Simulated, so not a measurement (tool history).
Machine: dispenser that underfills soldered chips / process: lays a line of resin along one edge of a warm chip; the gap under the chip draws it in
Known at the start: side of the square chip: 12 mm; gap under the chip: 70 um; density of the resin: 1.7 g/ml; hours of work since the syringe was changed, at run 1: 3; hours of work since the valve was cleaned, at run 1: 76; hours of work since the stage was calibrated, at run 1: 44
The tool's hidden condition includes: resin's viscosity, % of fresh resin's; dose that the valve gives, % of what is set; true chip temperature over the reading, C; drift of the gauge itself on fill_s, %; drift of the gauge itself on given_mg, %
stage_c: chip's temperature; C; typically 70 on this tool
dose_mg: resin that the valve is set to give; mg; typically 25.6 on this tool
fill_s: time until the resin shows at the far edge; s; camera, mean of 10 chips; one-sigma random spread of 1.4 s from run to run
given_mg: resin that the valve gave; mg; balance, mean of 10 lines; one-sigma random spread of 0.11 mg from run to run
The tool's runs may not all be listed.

run,day,stage_c,dose_mg,hours of work since the syringe was changed,hours of work since the valve was cleaned,hours of work since the stage was calibrated,fill_s,given_mg
1,0.000,70,25.6,3,76,44,182.4,24.63
2,0.150,70,25.6,6,79,47,224.9,24.78
3,0.292,72,25.6,8,81,49,253.9,24.51
# day 0.375: new syringe of resin
4,0.475,70,25.6,2,84,52,159.6,24.60
5,0.654,70,31.0,5,87,55,205.4,29.75
6,0.817,70,25.6,7,90,58,267.1,24.61
# day 0.938: new syringe of resin
7,1.025,70,24.4,2,93,61,160.4,23.26
8,1.200,70,24.4,5,96,64,207.0,23.26
9,1.338,62,25.6,7,99,67,367.1,24.42
# day 1.500: new syringe of resin
10,1.517,62,25.6,0,101,69,211.4,24.52
11,1.638,62,25.6,2,104,71,251.2,24.48
12,1.733,62,25.6,4,105,73,288.3,24.20
13,1.817,60,25.6,5,107,74,363.0,24.26
14,2.008,60,25.6,9,110,78,478.9,24.27
# day 2.050: new syringe of resin
15,2.142,60,25.6,2,112,80,257.2,24.16
16,2.338,68,26.6,5,115,83,233.1,25.14
17,2.521,68,26.6,8,118,86,307.9,25.25
# day 2.608: new syringe of resin
18,2.679,68,26.6,1,121,89,169.9,25.01
19,2.862,67,30.7,4,124,92,232.5,28.76
20,3.033,64,26.1,7,127,95,344.2,24.64
# day 3.129: dispensing valve cleaned and set on the balance
21,3.175,57,26.1,9,1,96,545.2,26.28
# day 3.200: new syringe of resin
22,3.362,82,27.9,3,4,99,102.8,27.94
23,3.492,82,27.9,5,6,102,126.2,28.29
24,3.667,82,27.9,8,9,105,161.8,27.75
# day 3.754: new syringe of resin
25,3.879,75,25.6,2,12,108,136.2,25.85
26,4.046,70,25.6,5,15,111,220.3,25.52
27,4.204,83,32.7,8,18,114,151.6,32.70

3 ways to go on from here, each from the tool as it stands after run 27. What would each give?
# day 4.308: new syringe of resin
A,4.354,69,27.7,1,20,116,?,?
# day 4.308: new syringe of resin
B,4.354,83,24.8,1,20,116,?,?
# day 4.308: new syringe of resin
C,4.354,68,27.9,1,20,116,?,?

run,fill_s,given_mg
A,156.1,27.70
B,87.5,24.67
C,162.3,27.62
Stripped of hidden state, with their random variation kept, the same runs would have yielded:
run,fill_s,given_mg
A,144.0,27.85
B,80.8,24.80
C,149.6,27.77
